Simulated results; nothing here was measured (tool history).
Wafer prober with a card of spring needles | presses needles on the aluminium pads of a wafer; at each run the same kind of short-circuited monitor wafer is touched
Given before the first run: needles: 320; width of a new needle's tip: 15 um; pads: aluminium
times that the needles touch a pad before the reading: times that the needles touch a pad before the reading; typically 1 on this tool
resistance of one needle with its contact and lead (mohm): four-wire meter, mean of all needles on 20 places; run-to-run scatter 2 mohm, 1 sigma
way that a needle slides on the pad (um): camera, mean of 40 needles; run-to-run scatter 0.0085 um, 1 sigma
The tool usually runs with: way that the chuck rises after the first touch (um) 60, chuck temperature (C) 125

run   hour  way that the chuck rises after the first touch (um)  chuck temperature (C)  times that the needles touch a pad before the reading  resistance of one needle with its contact and lead (mohm)  way that a needle slides on the pad (um)
  1    0.0                                                   60                    125                                                      1                                                        230                                    16.518
       3.0  -- tips cleaned on abrasive film
  2   11.0                                                   60                    125                                                      1                                                        235                                    16.468
  3   21.3                                                   60                    125                                                      1                                                        231                                    16.455
      24.5  -- tips cleaned on abrasive film
      24.8  -- height of the first contact set anew
  4   30.1                                                   60                    125                                                      2                                                        216                                    16.604
  5   39.2                                                   60                    125                                                      2                                                        223                                    16.604
      46.9  -- tips cleaned on abrasive film
  6   51.0                                                   60                    125                                                      2                                                        220                                    16.579
  7   59.9                                                   60                    125                                                      2                                                        226                                    16.583
      63.5  -- tips cleaned on abrasive film, once more
  8   74.4                                                   60                    125                                                      2                                                        223                                    16.567
  9   80.3                                                   64                     36                                                      2                                                        203                                    17.678
      84.7  -- tips cleaned on abrasive film
 10   90.8                                                   64                     36                                                      2                                                        200                                    17.670
 11  103.7                                                   75                     26                                                      1                                                        199                                    20.708
     107.1  -- tips cleaned on abrasive film
 12  114.7                                                   75                     26                                                      1                                                        197                                    20.695
     128.3  -- tips cleaned on abrasive film
 13  128.3                                                   46                     61                                                      2                                                        206                                    12.656
 14  137.1                                                   46                     61                                                      2                                                        213                                    12.671
 15  148.6                                                   60                     28                                                      2                                                        206                                    16.543
     150.2  -- tips cleaned on abrasive film
 16  160.2                                                   60                     28                                                      2                                                        200                                    16.525

Below are 3 alternative next runs, each starting from the tool's condition after run 16. Predict each:
  A  166.6                                                   48                     27                                                      1                                                          ?                                         ?
  B  166.6                                                   72                     28                                                      3                                                          ?                                         ?
  C  166.6                                                   60                     78                                                      3                                                          ?                                         ?

run  resistance of one needle with its contact and lead (mohm)  way that a needle slides on the pad (um)
  A                                                        224                                    13.202
  B                                                        195                                    19.847
  C                                                        207                                    16.530
What these runs would have given with no unlogged condition in the tool:
run  resistance of one needle with its contact and lead (mohm)  way that a needle slides on the pad (um)
  A                                                        197                                    13.273
  B                                                        190                                    19.918
  C                                                        200                                    16.601
